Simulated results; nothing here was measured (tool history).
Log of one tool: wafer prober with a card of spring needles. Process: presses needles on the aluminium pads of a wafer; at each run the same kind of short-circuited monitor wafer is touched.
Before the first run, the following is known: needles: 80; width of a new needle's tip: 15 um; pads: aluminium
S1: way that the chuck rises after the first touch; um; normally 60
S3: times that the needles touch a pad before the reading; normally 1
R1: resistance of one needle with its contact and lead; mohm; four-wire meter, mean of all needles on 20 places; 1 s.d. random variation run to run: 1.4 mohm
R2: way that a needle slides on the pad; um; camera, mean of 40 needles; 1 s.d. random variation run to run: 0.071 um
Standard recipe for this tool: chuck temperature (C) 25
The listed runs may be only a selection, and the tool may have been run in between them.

Run 1, hour 0.0: usual settings. Result: R1 170 mohm, R2 16.14 um.
At hour 2.9: tips cleaned on abrasive film.
At hour 15.7: tips cleaned on abrasive film.
Run 2, hour 24.0: usual settings. Result: R1 174 mohm, R2 15.96 um.
At hour 29.1: tips cleaned on abrasive film.
At hour 42.0: tips cleaned on abrasive film.
At hour 55.6: tips cleaned on abrasive film.
At hour 68.9: tips cleaned on abrasive film.
Run 3, hour 72.5: usual settings. Result: R1 155 mohm, R2 15.93 um.
At hour 80.7: tips cleaned on abrasive film.
At hour 94.2: tips cleaned on abrasive film.
Run 4, hour 103.1: usual settings. Result: R1 178 mohm, R2 15.87 um.
At hour 105.4: tips cleaned on abrasive film.
At hour 118.9: tips cleaned on abrasive film.
Run 5, hour 127.8: usual settings but S3 2. Result: R1 158 mohm, R2 15.73 um.
At hour 130.5: tips cleaned on abrasive film.
At hour 143.7: tips cleaned on abrasive film.
Run 6, hour 151.1: usual settings but S1 55 um. Result: R1 194 mohm, R2 14.41 um.
At hour 156.3: tips cleaned on abrasive film.
At hour 167.4: tips cleaned on abrasive film.
At hour 180.2: tips cleaned on abrasive film.
Run 7, hour 180.2: usual settings but S1 55 um. Result: R1 131 mohm, R2 14.33 um.
At hour 194.0: tips cleaned on abrasive film.
At hour 207.6: tips cleaned on abrasive film.
Run 8, hour 209.7: usual settings but S1 55 um. Result: R1 155 mohm, R2 14.20 um.
At hour 220.9: tips cleaned on abrasive film.
At hour 233.6: tips cleaned on abrasive film.
Run 9, hour 238.8: usual settings but S1 55 um. Result: R1 176 mohm, R2 14.18 um.
At hour 246.9: tips cleaned on abrasive film.
At hour 249.9: height of the first contact set anew.
At hour 260.0: tips cleaned on abrasive film.
At hour 268.3: tips cleaned on abrasive film, once more.
At hour 282.1: tips cleaned on abrasive film.
Run 10, hour 286.5: usual settings. Result: R1 165 mohm, R2 15.93 um.
At hour 294.3: tips cleaned on abrasive film.
At hour 308.0: tips cleaned on abrasive film.
At hour 320.9: tips cleaned on abrasive film.
Run 11, hour 329.0: usual settings but S1 40 um. Result: R1 270 mohm, R2 10.54 um.
At hour 334.7: tips cleaned on abrasive film.
At hour 345.8: tips cleaned on abrasive film.
At hour 359.7: tips cleaned on abrasive film.
Run 12, hour 361.3: usual settings but S1 40 um. Result: R1 185 mohm, R2 10.46 um.
At hour 372.3: tips cleaned on abrasive film.
At hour 383.4: tips cleaned on abrasive film.
Run 13, hour 389.1: usual settings but S1 51 um. Result: R1 185 mohm, R2 13.46 um.
At hour 394.8: tips cleaned on abrasive film.
At hour 407.5: tips cleaned on abrasive film.
At hour 419.8: tips cleaned on abrasive film.
At hour 433.5: tips cleaned on abrasive film.
Run 14, hour 436.4: usual settings but S1 51 um. Result: R1 177 mohm, R2 13.21 um.
At hour 444.8: tips cleaned on abrasive film.
At hour 456.0: tips cleaned on abrasive film.
Run 15, hour 463.3: usual settings but S1 51 um. Result: R1 204 mohm, R2 13.17 um.
At hour 468.9: tips cleaned on abrasive film.
At hour 480.1: tips cleaned on abrasive film.
At hour 493.7: tips cleaned on abrasive film.
Run 16, hour 502.6: usual settings but S1 53 um, chuck temperature (C) 31, S3 2. Result: R1 179 mohm, R2 13.62 um.
At hour 505.4: tips cleaned on abrasive film.
At hour 518.4: tips cleaned on abrasive film.
At hour 521.4: height of the first contact set anew.
Run 17, hour 528.0: usual settings but S1 53 um, chuck temperature (C) 31, S3 2. Result: R1 175 mohm, R2 14.23 um.
At hour 530.8: tips cleaned on abrasive film.
At hour 543.8: tips cleaned on abrasive film.
At hour 557.0: tips cleaned on abrasive film.
Run 18, hour 566.0: usual settings but S1 42 um, chuck temperature (C) 92, S3 3. Result: R1 189 mohm, R2 11.14 um.
At hour 568.9: tips cleaned on abrasive film.
At hour 581.5: tips cleaned on abrasive film.
At hour 594.9: tips cleaned on abrasive film.
Run 19, hour 600.9: usual settings but S1 64 um, chuck temperature (C) 30. Result: R1 174 mohm, R2 17.05 um.

The next listed run, before its measurement:
At hour 606.2: tips cleaned on abrasive film.
At hour 620.1: tips cleaned on abrasive film.
Run 20, hour 631.1: usual settings but S1 51 um, chuck temperature (C) 30, S3 2. Result: R1 ?, R2 ?.

{"run 20": {"R1": 189, "R2": 13.44}}
On a tool with no hidden condition, and with the same random variation, this run would have come out at R1 124 mohm, R2 13.67 um.
